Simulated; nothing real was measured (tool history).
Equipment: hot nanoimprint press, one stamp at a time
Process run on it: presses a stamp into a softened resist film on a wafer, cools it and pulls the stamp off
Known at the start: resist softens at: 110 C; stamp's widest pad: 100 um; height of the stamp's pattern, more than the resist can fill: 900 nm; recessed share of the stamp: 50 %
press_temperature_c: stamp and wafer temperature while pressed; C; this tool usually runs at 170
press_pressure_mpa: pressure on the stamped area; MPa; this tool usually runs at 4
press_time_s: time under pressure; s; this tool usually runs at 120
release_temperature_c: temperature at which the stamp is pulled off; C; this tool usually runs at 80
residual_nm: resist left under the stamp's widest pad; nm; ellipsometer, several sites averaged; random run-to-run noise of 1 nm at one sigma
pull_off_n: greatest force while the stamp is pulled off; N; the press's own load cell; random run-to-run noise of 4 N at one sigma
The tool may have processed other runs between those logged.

run,hour,press_temperature_c,press_pressure_mpa,press_time_s,release_temperature_c,residual_nm,pull_off_n
1,0,170,4,120,80,203.5,219
2,58.6,170,4,120,80,206.6,225
3,106.8,170,4,120,80,205.4,226
4,184.6,170,3.93,120,80,208.2,237
5,270.4,170,4,120,81,208.4,245
6,320.5,170,4,120,80,206.7,260
7,369.2,171,4,120,80,202.8,279
8,429.9,171,4,120,80,202.7,283
9,510.9,171,4,120,80,203.7,292
10,578.3,170,4,91,80,231.7,302
11,652.1,173,2.5,125,80,225.4,327
# hour 659.9: plate thermocouple calibrated
12,735.8,170,2.44,84,76,281.2,368
13,805.9,176,4.52,84,76,195,397
14,845.8,176,4.52,84,76,196.5,391
# hour 859.2: plate thermocouple calibrated, once more
15,895,176,4.52,84,76,180,394
16,991.2,176,5.26,98,76,163.1,403

5 ways to go on from here, each from the tool as it stands after run 16. What would each give?
A,1084.1,159,2.78,120,80,?,?
B,1084.1,176,5.44,133,76,?,?
C,1084.1,171,5.26,202,74,?,?
D,1084.1,170,5.53,99,88,?,?
E,1084.1,179,5.26,98,76,?,?

run,residual_nm,pull_off_n
A,308.7,365
B,139.9,410
C,144.5,447
D,192.8,286
E,146.4,417
What these runs would have given with no unlogged condition in the tool:
run,residual_nm,pull_off_n
A,307.3,186
B,137.9,209
C,142.4,229
D,190.3,146
E,144.4,213
